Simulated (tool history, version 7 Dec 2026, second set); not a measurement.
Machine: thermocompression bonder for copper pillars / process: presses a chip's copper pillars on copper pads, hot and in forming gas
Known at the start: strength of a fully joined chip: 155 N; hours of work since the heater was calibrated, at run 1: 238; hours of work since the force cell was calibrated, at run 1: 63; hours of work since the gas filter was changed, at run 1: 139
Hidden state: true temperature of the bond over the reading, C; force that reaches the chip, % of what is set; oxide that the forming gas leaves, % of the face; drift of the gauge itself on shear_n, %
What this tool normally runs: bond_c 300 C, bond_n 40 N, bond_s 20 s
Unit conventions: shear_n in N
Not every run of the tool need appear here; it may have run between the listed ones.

| run | hour | bond_c | bond_n | bond_s | hours of work since the heater was calibrated | hours of work since the force cell was calibrated | hours of work since the gas filter was changed | shear_n |
|---|---|---|---|---|---|---|---|---|
| 1 | 0.0 | 300 | 40 | 20 | 238 | 63 | 139 | 67.3 |
| 2 | 12.2 | 300 | 40 | 20 | 243 | 68 | 144 | 67.2 |
| 3 | 18.6 | 300 | 40 | 20 | 246 | 71 | 147 | 70.1 |
| 4 | 23.9 | 300 | 40 | 20 | 248 | 73 | 149 | 66.8 |
| 5 | 33.4 | 300 | 40 | 20 | 252 | 77 | 153 | 67.2 |
| 6 | 44.4 | 300 | 40 | 20 | 257 | 81 | 158 | 68.7 |
| 7 | 55.2 | 327 | 40 | 20 | 261 | 86 | 162 | 89.0 |
| 8 | 63.0 | 300 | 36 | 20 | 265 | 89 | 165 | 61.0 |
| 9 | 71.4 | 300 | 36 | 11 | 268 | 92 | 169 | 49.4 |
| 10 | 78.1 | 300 | 36 | 11 | 271 | 95 | 172 | 49.9 |
| 11 | 85.7 | 300 | 36 | 11 | 274 | 98 | 175 | 49.2 |
| 12 | 94.9 | 300 | 36 | 11 | 278 | 102 | 179 | 48.7 |
| 13 | 107.4 | 300 | 36 | 11 | 283 | 107 | 184 | 48.6 |
| 14 | 115.9 | 324 | 40 | 20 | 286 | 111 | 187 | 87.6 |
| 15 | 122.5 | 300 | 40 | 20 | 289 | 114 | 190 | 67.0 |
| 16 | 131.9 | 300 | 40 | 20 | 293 | 117 | 194 | 68.3 |
| 17 | 138.9 | 295 | 40 | 20 | 296 | 120 | 197 | 63.8 |
| 18 | 148.9 | 295 | 40 | 20 | 300 | 125 | 201 | 64.5 |
| 19 | 158.3 | 300 | 40 | 57 | 304 | 128 | 205 | 96.8 |
| 20 | 167.7 | 306 | 40 | 20 | 308 | 132 | 209 | 73.5 |
| 21 | 179.7 | 306 | 40 | 20 | 313 | 137 | 214 | 73.7 |
| 22 | 188.0 | 306 | 40 | 20 | 316 | 141 | 217 | 73.6 |
| 23 | 198.6 | 306 | 40 | 20 | 321 | 145 | 222 | 72.8 |
| 24 | 207.1 | 306 | 40 | 20 | 324 | 149 | 225 | 71.9 |
| 25 | 214.6 | 307 | 46 | 20 | 327 | 152 | 228 | 83.6 |
| 26 | 220.9 | 307 | 46 | 20 | 330 | 154 | 231 | 82.5 |
| 27 | 232.5 | 281 | 40 | 21 | 335 | 159 | 236 | 55.6 |
|  | 234.5 | force cell calibrated |
| 28 | 240.4 | 281 | 40 | 21 | 337 | 2 | 238 | 56.0 |
| 29 | 246.1 | 281 | 40 | 21 | 340 | 5 | 241 | 54.7 |
|  | 257.3 | force cell calibrated, once more |
| 30 | 259.3 | 281 | 40 | 36 | 345 | 1 | 245 | 68.0 |
| 31 | 265.2 | 281 | 40 | 36 | 347 | 3 | 248 | 68.8 |
| 32 | 271.2 | 306 | 33 | 13 | 350 | 6 | 250 | 51.9 |
| 33 | 283.3 | 322 | 40 | 40 | 355 | 11 | 255 | 105.2 |
| 34 | 290.5 | 275 | 40 | 14 | 358 | 14 | 258 | 44.3 |
| 35 | 301.5 | 275 | 38 | 19 | 362 | 18 | 263 | 47.5 |
| 36 | 307.8 | 320 | 34 | 19 | 365 | 21 | 266 | 73.2 |
| 37 | 313.6 | 303 | 31 | 14 | 367 | 23 | 268 | 49.0 |
| 38 | 319.7 | 319 | 40 | 20 | 370 | 26 | 271 | 82.0 |
| 39 | 325.6 | 319 | 40 | 20 | 372 | 28 | 273 | 82.0 |
| 40 | 336.6 | 295 | 46 | 20 | 377 | 33 | 278 | 71.5 |

Branching from run 40: 3 alternative next runs. What would each branch give?
| A | 346.6 | 274 | 46 | 16 | 381 | 37 | 282 | ? |
| B | 346.6 | 295 | 31 | 20 | 381 | 37 | 282 | ? |
| C | 346.6 | 300 | 53 | 11 | 381 | 37 | 282 | ? |

| run | shear_n |
|---|---|
| A | 52.9 |
| B | 51.5 |
| C | 71.0 |
Had the tool no hidden state, the same runs would have come out as:
| run | shear_n |
|---|---|
| A | 50.7 |
| B | 49.6 |
| C | 69.0 |
